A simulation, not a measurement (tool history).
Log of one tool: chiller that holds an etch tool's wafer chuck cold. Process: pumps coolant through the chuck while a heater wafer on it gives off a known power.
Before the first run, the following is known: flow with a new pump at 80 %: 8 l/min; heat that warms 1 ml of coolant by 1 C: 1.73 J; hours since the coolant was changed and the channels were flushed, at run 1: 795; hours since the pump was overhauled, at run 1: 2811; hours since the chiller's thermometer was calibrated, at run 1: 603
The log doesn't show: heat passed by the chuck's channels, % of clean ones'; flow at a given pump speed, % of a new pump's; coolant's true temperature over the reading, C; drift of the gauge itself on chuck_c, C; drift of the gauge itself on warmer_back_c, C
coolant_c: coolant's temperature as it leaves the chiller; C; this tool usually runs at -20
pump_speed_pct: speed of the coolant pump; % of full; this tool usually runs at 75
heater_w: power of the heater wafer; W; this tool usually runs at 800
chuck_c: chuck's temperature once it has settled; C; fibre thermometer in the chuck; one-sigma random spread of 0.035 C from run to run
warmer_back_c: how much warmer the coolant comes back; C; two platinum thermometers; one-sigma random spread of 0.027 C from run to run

run     day  coolant_c  pump_speed_pct  heater_w  hours since the coolant was changed and the channels were flushed  hours since the pump was overhauled  hours since the chiller's thermometer was calibrated  chuck_c  warmer_back_c
  1   0.000        -20              75       800                                                                795                                 2811                                                   603   -13.99           3.70
  2   3.575        -20              75       800                                                                881                                 2897                                                   689   -14.00           3.73
  3   6.700        -20              75       800                                                                956                                 2972                                                   764   -13.88           3.74
  4   9.654        -20              75       655                                                               1027                                 3043                                                   835   -15.05           3.00
  5  13.738        -20              75       800                                                               1125                                 3141                                                   933   -14.00           3.69
  6  15.488        -20              75       800                                                               1167                                 3183                                                   975   -14.04           3.68
  7  19.608        -20              75       800                                                               1266                                 3282                                                  1074   -13.97           3.60
  8  23.504        -20              75       800                                                               1359                                 3375                                                  1167   -13.98           3.63
  9  25.317        -15              75       800                                                               1403                                 3419                                                  1211    -8.90           3.64
 10  29.342        -15              75       800                                                               1500                                 3515                                                  1307    -9.04           3.61
 11  31.625        -15              75       800                                                               1554                                 3570                                                  1362    -9.02           3.60
 12  34.304        -15              75       800                                                               1619                                 3635                                                  1426    -8.98           3.56
 13  38.162        -15              75       800                                                               1711                                 3727                                                  1519    -8.91           3.58
 14  40.225        -15              75       800                                                               1761                                 3777                                                  1568    -9.03           3.57
 15  42.221        -20              64       800                                                               1809                                 3825                                                  1616   -12.98           4.26
 16  46.079        -20              75       800                                                               1901                                 3917                                                  1709   -14.01           3.50
 17  48.258        -20              75       800                                                               1954                                 3969                                                  1761   -14.00           3.48
 18  51.142        -20              75       800                                                               2023                                 4039                                                  1830   -14.00           3.47
     54.204  -- gauge calibrated
 19  54.204        -19              75       674                                                               2096                                 4112                                                  1904   -13.96           3.16
 20  58.075        -25              98       621                                                               2189                                 4205                                                  1997   -21.31           2.13
 21  61.550        -25              98       621                                                               2272                                 4288                                                  2080   -21.32           2.14
 22  64.338        -20              74       633                                                               2339                                 4355                                                  2147   -15.10           2.97
 23  66.208        -20              74       633                                                               2384                                 4400                                                  2192   -15.09           2.95
 24  68.521        -20              97       487                                                               2440                                 4456                                                  2248   -17.14           1.66
 25  72.338        -20              97       487                                                               2531                                 4547                                                  2339   -17.17           1.64
 26  75.262        -20              97       487                                                               2602                                 4618                                                  2409   -17.15           1.61
 27  79.221        -20              97       487                                                               2697                                 4713                                                  2504   -17.14           1.56
 28  83.292        -29              63       578                                                               2794                                 4810                                                  2602   -23.84           3.16
 29  86.458        -11              75       800                                                               2870                                 4886                                                  2678    -4.99           3.57
 30  90.162        -15              84       719                                                               2959                                 4975                                                  2767   -10.11           2.83
 31  92.842        -16              61       800                                                               3023                                 5039                                                  2831    -8.71           4.52

How would selected steps in warmer_back_c from run to run divide? Give the signed amount a tool lacking its hidden state would still show from settings, what came in and random variation, and the signed amount left for the hidden state, including any gauge scatter that is not in both of the compared results.
Run 18 -> 19: coolant_c -20 -> -19, heater_w 800 -> 674, gauge calibrated. warmer_back_c -0.31 C: hidden state +0.23, all else -0.54.
Run 20 -> 21: settings left as they were, no log entry in between. warmer_back_c +0.01 C: hidden state -0.03, all else +0.04.
Run 23 -> 24: pump_speed_pct 74 -> 97, heater_w 633 -> 487. warmer_back_c -1.29 C: hidden state -0.01, all else -1.28.
Run 27 -> 28: coolant_c -20 -> -29, pump_speed_pct 97 -> 63, heater_w 487 -> 578. warmer_back_c +1.60 C: hidden state -0.02, all else +1.62.
Run 29 -> 30: coolant_c -11 -> -15, pump_speed_pct 75 -> 84, heater_w 800 -> 719. warmer_back_c -0.74 C: hidden state -0.03, all else -0.71.
Run 30 -> 31: coolant_c -15 -> -16, pump_speed_pct 84 -> 61, heater_w 719 -> 800. warmer_back_c +1.69 C: hidden state -0.01, all else +1.70.
